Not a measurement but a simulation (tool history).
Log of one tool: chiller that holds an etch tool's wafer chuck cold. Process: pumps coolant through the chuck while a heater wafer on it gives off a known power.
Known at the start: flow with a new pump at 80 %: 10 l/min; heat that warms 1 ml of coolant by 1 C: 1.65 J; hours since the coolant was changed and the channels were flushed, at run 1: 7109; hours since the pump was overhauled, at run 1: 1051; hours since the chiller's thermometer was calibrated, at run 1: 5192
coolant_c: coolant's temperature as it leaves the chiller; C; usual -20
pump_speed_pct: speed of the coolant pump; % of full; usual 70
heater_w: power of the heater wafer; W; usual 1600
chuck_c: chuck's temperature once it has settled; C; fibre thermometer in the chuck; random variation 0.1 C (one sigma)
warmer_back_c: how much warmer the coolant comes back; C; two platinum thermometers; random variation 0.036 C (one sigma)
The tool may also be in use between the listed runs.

run,day,coolant_c,pump_speed_pct,heater_w,hours since the coolant was changed and the channels were flushed,hours since the pump was overhauled,hours since the chiller's thermometer was calibrated,chuck_c,warmer_back_c
1,0,-20,70,1600,7109,1051,5192,-5.7,6.71
2,2.762,-20,70,1600,7175,1117,5258,-5.5,6.74
3,4.992,-20,92,1600,7228,1171,5312,-8.3,5
4,7.933,-20,92,1600,7299,1241,5382,-8.5,5.02
# day 9.121: chiller's thermometer calibrated
5,11.758,-20,92,1600,7390,1332,63,-8.5,5.08
6,14.025,-20,70,1973,7444,1387,118,-2.1,8.24
7,17.171,-20,70,1394,7520,1462,193,-7.5,5.82
8,19.521,-20,70,1915,7576,1519,250,-2.7,8.05
9,22.967,-20,70,1915,7659,1601,332,-2.8,7.99
10,25.783,-20,70,1600,7726,1669,400,-5.6,6.71
11,28.579,-20,70,1600,7793,1736,467,-5.6,6.63
12,31.029,-27,70,1600,7852,1795,526,-12.4,6.7
13,34.371,-27,70,1600,7932,1875,606,-12.6,6.71
14,37.638,-27,70,1600,8011,1953,684,-12.6,6.6
15,41.358,-20,70,1600,8100,2043,774,-5.6,6.74
16,43.012,-20,70,1600,8140,2082,813,-5.5,6.69
17,44.8,-26,70,1010,8183,2125,856,-16.9,4.18
18,46.596,-28,72,1058,8226,2168,899,-18.7,4.34
19,49.762,-20,95,1600,8302,2244,975,-8.8,4.87
20,53.446,-23,95,1600,8390,2333,1064,-11.5,4.88
21,56.9,-19,70,1600,8473,2416,1147,-4.5,6.73
22,59.271,-19,70,1600,8530,2472,1204,-4.5,6.64
23,61.946,-22,98,1600,8594,2537,1268,-11.1,4.66
24,63.729,-19,70,1432,8637,2580,1311,-6,6.01
25,65.858,-20,88,875,8688,2631,1362,-13.6,2.91
26,68.646,-20,70,1600,8755,2697,1429,-5.7,6.75
27,70.733,-12,82,1310,8805,2748,1479,-1.5,4.64
28,72.621,-23,74,1286,8850,2793,1524,-12,5.08
# day 74.817: coolant changed, channels flushed
29,75.95,-13,96,872,27,2867,1598,-7,2.55
30,79.717,-19,100,872,118,2957,1688,-13.1,2.53
31,82.533,-20,97,1800,185,3025,1756,-7.5,5.34
32,84.938,-20,97,1800,243,3083,1814,-7.8,5.34

Forecast each of these 4 alternatives for the next run:
A,88.217,-29,66,963,322,3161,1892,?,?
B,88.217,-29,66,1575,322,3161,1892,?,?
C,88.217,-16,67,1553,322,3161,1892,?,?
D,88.217,-20,89,1931,322,3161,1892,?,?

run,chuck_c,warmer_back_c
A,-20,4.25
B,-14.1,7.04
C,-1.6,6.74
D,-5.6,6.21
Without the tool's hidden state the same runs would have given:
run,chuck_c,warmer_back_c
A,-20,4.25
B,-14.1,7.03
C,-1.6,6.74
D,-5.6,6.21
